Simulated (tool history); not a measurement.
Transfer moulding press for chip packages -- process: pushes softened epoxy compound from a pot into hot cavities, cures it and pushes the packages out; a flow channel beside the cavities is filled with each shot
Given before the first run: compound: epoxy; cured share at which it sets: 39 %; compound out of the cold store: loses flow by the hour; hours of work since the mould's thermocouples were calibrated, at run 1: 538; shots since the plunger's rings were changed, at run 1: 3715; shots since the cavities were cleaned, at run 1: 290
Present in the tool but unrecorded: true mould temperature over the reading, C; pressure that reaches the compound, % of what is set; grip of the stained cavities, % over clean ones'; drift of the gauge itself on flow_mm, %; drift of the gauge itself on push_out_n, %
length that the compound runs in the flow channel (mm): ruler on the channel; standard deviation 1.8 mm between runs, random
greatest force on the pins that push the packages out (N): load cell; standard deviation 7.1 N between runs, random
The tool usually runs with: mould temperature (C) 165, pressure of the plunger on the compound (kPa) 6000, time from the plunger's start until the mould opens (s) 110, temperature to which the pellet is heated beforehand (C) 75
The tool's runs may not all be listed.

| run | hour | mould temperature (C) | pressure of the plunger on the compound (kPa) | time from the plunger's start until the mould opens (s) | temperature to which the pellet is heated beforehand (C) | hours of work since the mould's thermocouples were calibrated | shots since the plunger's rings were changed | shots since the cavities were cleaned | incoming compound's hours out of the cold store | length that the compound runs in the flow channel (mm) | greatest force on the pins that push the packages out (N) |
|---|---|---|---|---|---|---|---|---|---|---|---|
| 1 | 0 | 165 | 6000 | 110 | 75 | 538 | 3715 | 290 | 30.9 | 526 | 408 |
| 2 | 23.7 | 165 | 6000 | 110 | 75 | 550 | 3938 | 513 | 11 | 556 | 482 |
| 3 | 66.8 | 165 | 6000 | 110 | 83 | 572 | 4342 | 917 | 34.2 | 518 | 515 |
|  | 93.8 | cavities cleaned with cleaning compound and waxed |
| 4 | 121.6 | 165 | 6000 | 110 | 83 | 600 | 4841 | 261 | 42 | 504 | 666 |
| 5 | 148 | 165 | 6000 | 126 | 75 | 613 | 5089 | 509 | 17.6 | 539 | 566 |
| 6 | 189.9 | 165 | 6000 | 126 | 75 | 635 | 5482 | 902 | 18.8 | 534 | 530 |
|  | 219.7 | cavities cleaned with cleaning compound and waxed |
| 7 | 230.4 | 165 | 6000 | 126 | 75 | 655 | 5848 | 101 | 13.9 | 545 | 322 |
| 8 | 280.1 | 165 | 6000 | 126 | 75 | 681 | 6314 | 567 | 8.4 | 550 | 429 |
|  | 307.5 | plunger's sealing rings changed |
|  | 325.9 | cavities cleaned with cleaning compound and waxed, once more |
| 9 | 326.9 | 165 | 6000 | 126 | 75 | 703 | 169 | 10 | 43.7 | 524 | 278 |
| 10 | 351.4 | 158 | 6000 | 110 | 83 | 715 | 398 | 239 | 31.8 | 556 | 698 |
| 11 | 391.7 | 170 | 6690 | 120 | 68 | 736 | 776 | 617 | 28.5 | 567 | 387 |
| 12 | 413.1 | 160 | 6000 | 110 | 84 | 747 | 976 | 817 | 28.9 | 555 | 721 |
|  | 427.7 | mould's thermocouples calibrated |
| 13 | 437.3 | 165 | 5490 | 110 | 81 | 5 | 1185 | 1026 | 36.3 | 508 | 513 |
|  | 451.2 | cavities cleaned with cleaning compound and waxed |
| 14 | 467.7 | 165 | 5490 | 91 | 81 | 20 | 1456 | 155 | 31.3 | 517 | 503 |
| 15 | 492.5 | 166 | 5100 | 142 | 75 | 33 | 1689 | 388 | 9.1 | 527 | 346 |
| 16 | 529.8 | 166 | 7230 | 100 | 79 | 52 | 2038 | 737 | 22.2 | 602 | 555 |

Pick out some run-to-run changes in length that the compound runs in the flow channel (mm). Of each, how much would a tool without hidden state show as well, from the settings, what came in and chance, and how much is left for the hidden state and any gauge scatter not in both results compared?
Run 8 -> 9: plunger's sealing rings changed, cavities cleaned with cleaning compound and waxed, once more. length that the compound runs in the flow channel (mm) -26: hidden state +37, all else -63.
Run 15 -> 16: pressure of the plunger on the compound (kPa) 5100 -> 7230, time from the plunger's start until the mould opens (s) 142 -> 100, temperature to which the pellet is heated beforehand (C) 75 -> 79. length that the compound runs in the flow channel (mm) +75: hidden state -4, all else +79.
